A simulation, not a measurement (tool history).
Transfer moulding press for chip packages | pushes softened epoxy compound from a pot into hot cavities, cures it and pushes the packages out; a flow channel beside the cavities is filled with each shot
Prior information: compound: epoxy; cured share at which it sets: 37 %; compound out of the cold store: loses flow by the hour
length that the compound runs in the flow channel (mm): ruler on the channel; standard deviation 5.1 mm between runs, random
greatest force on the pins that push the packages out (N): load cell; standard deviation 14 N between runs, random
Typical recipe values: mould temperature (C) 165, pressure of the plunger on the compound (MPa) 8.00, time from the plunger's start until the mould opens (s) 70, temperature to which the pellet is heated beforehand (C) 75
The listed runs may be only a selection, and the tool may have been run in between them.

run,hour,mould temperature (C),pressure of the plunger on the compound (MPa),time from the plunger's start until the mould opens (s),temperature to which the pellet is heated beforehand (C),incoming compound's hours out of the cold store,length that the compound runs in the flow channel (mm),greatest force on the pins that push the packages out (N)
1,0.0,165,8.00,70,75,22.0,675,966
2,18.4,165,8.00,70,75,28.3,676,1077
# hour 33.4: cavities cleaned with cleaning compound and waxed
3,37.0,165,8.00,70,75,39.6,643,689
4,56.4,163,8.00,70,75,9.0,697,1131
5,70.1,163,8.00,70,75,38.8,663,1195
6,79.5,163,8.00,70,75,25.7,676,1328
# hour 93.5: cavities cleaned with cleaning compound and waxed
7,101.1,165,8.00,83,75,21.4,659,544
8,110.7,165,8.00,83,75,12.5,685,628
9,119.2,165,8.00,83,75,14.0,672,694
10,132.8,165,8.00,83,75,24.2,660,755
# hour 153.2: cavities cleaned with cleaning compound and waxed
11,153.5,165,8.00,70,75,44.3,627,598
12,164.3,165,8.00,70,75,47.7,617,780
13,181.1,165,6.83,57,73,45.8,577,1704
14,196.0,162,7.65,83,73,46.5,608,872
15,206.6,167,8.00,70,75,9.1,660,999
# hour 213.3: cavities cleaned with cleaning compound and waxed
16,221.8,167,8.00,70,75,17.5,646,661
17,234.7,171,6.38,70,75,12.8,567,622
18,249.5,165,8.00,55,85,18.7,646,1923
19,269.6,165,8.00,78,75,12.8,662,887
# hour 272.9: cavities cleaned with cleaning compound and waxed
# hour 289.6: plunger's sealing rings changed
20,292.2,165,8.63,70,67,18.2,721,900
21,304.5,165,8.63,70,67,16.6,719,1036
22,316.8,165,8.00,68,66,34.7,666,1168
23,325.3,165,8.00,68,66,42.2,654,1231

Branching from run 23: 4 alternative next runs. What would each branch give?
# hour 335.1: cavities cleaned with cleaning compound and waxed
A,343.9,165,6.53,70,67,27.3,?,?
# hour 335.1: cavities cleaned with cleaning compound and waxed
B,343.9,165,8.00,68,74,24.8,?,?
# hour 335.1: cavities cleaned with cleaning compound and waxed
C,343.9,165,6.44,59,75,35.4,?,?
# hour 335.1: cavities cleaned with cleaning compound and waxed
D,343.9,165,9.91,68,82,37.0,?,?

run,length that the compound runs in the flow channel (mm),greatest force on the pins that push the packages out (N)
A,602,780
B,674,810
C,588,1188
D,719,768
Without the tool's unlogged condition, the same runs would have read:
run,length that the compound runs in the flow channel (mm),greatest force on the pins that push the packages out (N)
A,612,680
B,685,708
C,597,1031
D,731,669
